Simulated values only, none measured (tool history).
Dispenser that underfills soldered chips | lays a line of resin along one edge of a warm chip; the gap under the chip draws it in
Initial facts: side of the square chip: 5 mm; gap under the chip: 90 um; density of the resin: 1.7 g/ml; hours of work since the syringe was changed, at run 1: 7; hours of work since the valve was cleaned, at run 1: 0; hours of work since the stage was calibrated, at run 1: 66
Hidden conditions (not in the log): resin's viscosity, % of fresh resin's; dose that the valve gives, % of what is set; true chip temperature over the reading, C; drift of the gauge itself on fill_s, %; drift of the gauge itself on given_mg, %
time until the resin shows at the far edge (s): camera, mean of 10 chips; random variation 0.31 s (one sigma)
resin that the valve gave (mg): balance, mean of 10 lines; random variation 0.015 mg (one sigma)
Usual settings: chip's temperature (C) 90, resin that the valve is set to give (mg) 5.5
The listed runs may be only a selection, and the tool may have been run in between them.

run	day	chip's temperature (C)	resin that the valve is set to give (mg)	hours of work since the syringe was changed	hours of work since the valve was cleaned	hours of work since the stage was calibrated	time until the resin shows at the far edge (s)	resin that the valve gave (mg)
1	0.000	90	5.5	7	0	66	11.8	5.52
# day 0.200: new syringe of resin
2	0.338	90	5.5	2	5	71	9.9	5.48
3	0.717	92	5.5	9	12	78	11.9	5.44
# day 0.829: new syringe of resin
4	1.050	92	5.5	4	17	83	9.6	5.43
# day 1.454: new syringe of resin
5	1.454	92	5.5	0	24	90	7.3	5.45
6	1.871	92	5.5	7	31	97	11.0	5.43
# day 2.096: new syringe of resin
7	2.196	92	5.5	2	36	102	8.4	5.38
8	2.617	92	5.5	9	43	109	12.3	5.37
# day 2.742: new syringe of resin
9	2.946	88	5.5	3	48	114	10.8	5.35
10	3.142	88	6.5	7	51	118	12.4	6.31

Predict the results of run 11:
# day 3.383: new syringe of resin
11	3.567	88	6.5	3	58	124	?	?

{"run 11": {"time until the resin shows at the far edge (s)": 10.3, "resin that the valve gave (mg)": 6.28}}
Without the tool's hidden state the same run would have given time until the resin shows at the far edge (s) 8.7, resin that the valve gave (mg) 6.52.
